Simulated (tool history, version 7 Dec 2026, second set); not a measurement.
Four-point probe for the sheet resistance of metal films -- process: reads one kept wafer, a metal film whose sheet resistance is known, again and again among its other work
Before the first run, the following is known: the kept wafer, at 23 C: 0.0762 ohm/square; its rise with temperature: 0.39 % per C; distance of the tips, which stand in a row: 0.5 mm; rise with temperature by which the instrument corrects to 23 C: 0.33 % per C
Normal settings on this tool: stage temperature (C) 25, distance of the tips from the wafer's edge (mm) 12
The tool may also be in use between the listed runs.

run   hour  stage temperature (C)  distance of the tips from the wafer's edge (mm)  sheet resistance as the instrument gives it (ohm/square)
  1    0.0                     25                                               12                                                  0.077095
  2   18.2                     25                                               12                                                  0.077103
  3   31.0                     25                                               12                                                  0.077134
  4   45.8                     25                                               12                                                  0.077116
  5   61.1                     25                                               10                                                  0.077162
  6   81.2                     25                                               12                                                  0.077140
  7   93.9                     25                                               12                                                  0.077131
  8  103.2                     25                                               12                                                  0.077160
  9  122.2                     25                                               12                                                  0.077117
 10  136.5                     25                                               12                                                  0.077140
 11  155.7                     25                                               25                                                  0.077047
 12  168.7                     25                                               25                                                  0.077087
 13  179.7                     25                                               25                                                  0.077084
 14  195.9                     29                                               27                                                  0.077253
 15  208.3                     26                                                5                                                  0.077563
 16  222.0                     19                                               25                                                  0.076821
 17  243.1                     19                                               25                                                  0.076851
 18  263.1                     19                                               25                                                  0.076865
 19  281.5                     21                                               72                                                  0.076936
 20  298.2                     21                                               72                                                  0.076926
 21  314.4                     23                                               16                                                  0.077077
 22  332.9                     23                                               16                                                  0.077063
 23  352.6                     19                                                7                                                  0.077068
 24  370.6                     29                                                4                                                  0.077957

4 ways to go on from here, each from the tool as it stands after run 24. What would each give?
  A  390.3                     25                                               23                                                         ?
  B  390.3                     20                                               26                                                         ?
  C  390.3                     18                                                4                                                         ?
  D  390.3                     23                                                4                                                         ?

run  sheet resistance as the instrument gives it (ohm/square)
  A                                                  0.077165
  B                                                  0.076930
  C                                                  0.077457
  D                                                  0.077665
Stripped of hidden state, with their random variation kept, the same runs would have yielded:
run  sheet resistance as the instrument gives it (ohm/square)
  A                                                  0.076329
  B                                                  0.076096
  C                                                  0.076617
  D                                                  0.076824
